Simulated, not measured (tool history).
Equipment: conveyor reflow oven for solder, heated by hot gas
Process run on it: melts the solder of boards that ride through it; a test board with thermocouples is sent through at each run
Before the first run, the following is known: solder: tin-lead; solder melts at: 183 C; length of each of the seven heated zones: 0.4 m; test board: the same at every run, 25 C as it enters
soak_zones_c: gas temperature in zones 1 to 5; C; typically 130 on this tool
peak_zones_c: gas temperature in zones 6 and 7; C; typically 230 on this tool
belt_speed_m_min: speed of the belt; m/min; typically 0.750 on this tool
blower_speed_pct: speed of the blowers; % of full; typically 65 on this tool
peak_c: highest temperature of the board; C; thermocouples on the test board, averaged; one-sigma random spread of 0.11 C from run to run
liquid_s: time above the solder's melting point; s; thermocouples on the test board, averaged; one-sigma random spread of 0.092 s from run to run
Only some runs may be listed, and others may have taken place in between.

run,hour,soak_zones_c,peak_zones_c,belt_speed_m_min,blower_speed_pct,peak_c,liquid_s
1,0.0,130,230,0.750,65,213.1,42.88
2,16.8,130,230,0.750,65,213.3,43.01
3,29.5,130,230,0.750,65,213.1,43.02
4,41.4,130,230,0.750,73,214.7,44.39
5,57.7,130,230,0.750,65,213.0,43.00
6,67.9,130,230,0.750,65,213.2,42.93
7,85.3,130,230,0.750,65,213.2,43.11
8,96.6,130,230,0.750,65,213.3,43.06
9,115.8,130,230,0.750,65,213.4,43.02
10,126.5,130,230,0.750,65,213.3,42.89
11,145.9,130,230,0.750,65,213.1,43.10
12,158.9,130,230,0.750,65,213.2,42.92
13,172.1,130,230,0.750,65,213.1,42.96
# hour 184.8: flux residue cleaned out of gas plates and filters
14,196.5,139,230,0.750,65,214.8,46.75
15,207.8,130,230,0.750,90,217.1,46.45
16,218.0,145,240,0.819,62,220.9,47.60
17,232.2,125,230,0.750,75,214.3,42.82
18,242.5,128,223,0.750,75,208.4,39.71
19,253.6,128,223,0.750,75,208.5,39.50
20,266.0,130,230,0.642,52,215.6,52.45
21,282.3,130,230,0.642,52,215.3,52.51
22,296.0,130,230,0.642,52,215.3,52.43
23,313.1,130,230,0.642,52,215.5,52.73
24,322.6,130,230,0.884,71,208.8,32.88
25,342.1,130,230,0.884,71,208.9,32.85
26,354.8,128,234,0.751,65,216.2,44.45
27,366.3,130,242,0.861,54,215.5,37.68
28,376.4,130,242,0.861,54,215.4,37.65
29,394.0,130,242,0.861,54,215.4,37.74
30,412.7,130,219,0.795,65,202.1,31.28

Each row is a separate what-if for the run after 30, all from the same tool condition, not one after another. Results?
A,426.9,130,237,0.795,73,?,?
B,426.9,130,237,0.750,77,?,?
C,426.9,130,225,0.873,65,?,?
D,426.9,143,219,0.795,65,?,?

run,peak_c,liquid_s
A,218.9,43.85
B,221.5,48.59
C,203.9,29.33
D,204.5,37.37
Take away the tool's hidden state, keep each run's random variation, and the runs would have read:
run,peak_c,liquid_s
A,218.9,43.85
B,221.5,48.59
C,203.9,29.33
D,204.5,37.37

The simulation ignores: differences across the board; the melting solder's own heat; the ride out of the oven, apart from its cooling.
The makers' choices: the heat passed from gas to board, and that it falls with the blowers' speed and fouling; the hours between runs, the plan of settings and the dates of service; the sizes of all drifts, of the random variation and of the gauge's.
